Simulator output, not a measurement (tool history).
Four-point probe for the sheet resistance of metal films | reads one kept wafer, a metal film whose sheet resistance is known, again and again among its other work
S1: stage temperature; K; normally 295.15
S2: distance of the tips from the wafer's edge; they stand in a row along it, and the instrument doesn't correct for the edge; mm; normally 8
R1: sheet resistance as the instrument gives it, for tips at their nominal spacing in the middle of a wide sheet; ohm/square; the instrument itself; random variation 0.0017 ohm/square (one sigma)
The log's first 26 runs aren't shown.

run	hour	S1	S2	R1
27	811.3	294.15	6	8.479342
28	838.1	295.15	66	8.423649
29	866.1	295.15	9	8.445703
30	910.6	295.15	9	8.445709
31	945.4	304.15	4	8.466408
# hour 947.9: stage's thermometer calibrated
32	967.7	306.15	57	8.341380
33	1000.4	306.15	57	8.341800
34	1038.0	306.15	57	8.338898

Run 35, settings as shown, results not yet in. Your forecast:
35	1061.1	306.15	57	?

R1: 8.339825 ohm/square
Had the tool carried no hidden state, the very same run would have given R1 8.366071 ohm/square.

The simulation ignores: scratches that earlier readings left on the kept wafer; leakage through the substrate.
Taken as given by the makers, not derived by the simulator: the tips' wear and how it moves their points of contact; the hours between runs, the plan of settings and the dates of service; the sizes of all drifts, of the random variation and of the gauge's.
